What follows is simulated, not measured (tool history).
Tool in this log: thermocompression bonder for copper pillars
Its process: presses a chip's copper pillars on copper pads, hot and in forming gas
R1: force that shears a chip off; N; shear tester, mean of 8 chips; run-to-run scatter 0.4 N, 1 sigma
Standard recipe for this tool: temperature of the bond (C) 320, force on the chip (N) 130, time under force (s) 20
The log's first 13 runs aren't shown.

run 14 hour=187.6 | temperature_of_the_bond_(C)=320 force_on_the_chip_(N)=130 time_under_force_(s)=27 | R1=78.4
run 15 hour=198 | temperature_of_the_bond_(C)=320 force_on_the_chip_(N)=130 time_under_force_(s)=27 | R1=78.1
run 16 hour=210.5 | temperature_of_the_bond_(C)=320 force_on_the_chip_(N)=130 time_under_force_(s)=27 | R1=78.1
run 17 hour=224.5 | temperature_of_the_bond_(C)=303 force_on_the_chip_(N)=84 time_under_force_(s)=60 | R1=63.5
-- hour=240.7 forming gas filter changed
run 18 hour=244 | temperature_of_the_bond_(C)=292 force_on_the_chip_(N)=112 time_under_force_(s)=21 | R1=49
run 19 hour=260.3 | temperature_of_the_bond_(C)=320 force_on_the_chip_(N)=170 time_under_force_(s)=29 | R1=91.2
run 20 hour=278.5 | temperature_of_the_bond_(C)=312 force_on_the_chip_(N)=149 time_under_force_(s)=31 | R1=82.7
run 21 hour=287.7 | temperature_of_the_bond_(C)=312 force_on_the_chip_(N)=149 time_under_force_(s)=31 | R1=81.9
run 22 hour=297.7 | temperature_of_the_bond_(C)=335 force_on_the_chip_(N)=151 time_under_force_(s)=48 | R1=100.2
run 23 hour=309.3 | temperature_of_the_bond_(C)=335 force_on_the_chip_(N)=151 time_under_force_(s)=48 | R1=100.4
run 24 hour=327.9 | temperature_of_the_bond_(C)=335 force_on_the_chip_(N)=151 time_under_force_(s)=48 | R1=99.7
run 25 hour=339.3 | temperature_of_the_bond_(C)=319 force_on_the_chip_(N)=130 time_under_force_(s)=23 | R1=74.6
run 26 hour=351.8 | temperature_of_the_bond_(C)=319 force_on_the_chip_(N)=130 time_under_force_(s)=23 | R1=74
run 27 hour=369.4 | temperature_of_the_bond_(C)=320 force_on_the_chip_(N)=125 time_under_force_(s)=29 | R1=77.2
run 28 hour=379.9 | temperature_of_the_bond_(C)=320 force_on_the_chip_(N)=125 time_under_force_(s)=29 | R1=77.9
run 29 hour=400.8 | temperature_of_the_bond_(C)=303 force_on_the_chip_(N)=154 time_under_force_(s)=36 | R1=78.3
run 30 hour=417.9 | temperature_of_the_bond_(C)=303 force_on_the_chip_(N)=154 time_under_force_(s)=36 | R1=78.1

Below are 5 alternative next runs, each starting from the tool's condition after run 30. Predict each:
run A hour=430.4 | temperature_of_the_bond_(C)=311 force_on_the_chip_(N)=91 time_under_force_(s)=18 | R1=?
run B hour=430.4 | temperature_of_the_bond_(C)=316 force_on_the_chip_(N)=82 time_under_force_(s)=45 | R1=?
run C hour=430.4 | temperature_of_the_bond_(C)=298 force_on_the_chip_(N)=154 time_under_force_(s)=30 | R1=?
run D hour=430.4 | temperature_of_the_bond_(C)=291 force_on_the_chip_(N)=169 time_under_force_(s)=44 | R1=?
run E hour=430.4 | temperature_of_the_bond_(C)=303 force_on_the_chip_(N)=82 time_under_force_(s)=13 | R1=?

run=A R1=48.3
run=B R1=64.7
run=C R1=70.8
run=D R1=77.8
run=E R1=34.9
What these runs would have given with no unlogged condition in the tool:
run=A R1=54.4
run=B R1=71.6
run=C R1=78.1
run=D R1=85.1
run=E R1=39.9

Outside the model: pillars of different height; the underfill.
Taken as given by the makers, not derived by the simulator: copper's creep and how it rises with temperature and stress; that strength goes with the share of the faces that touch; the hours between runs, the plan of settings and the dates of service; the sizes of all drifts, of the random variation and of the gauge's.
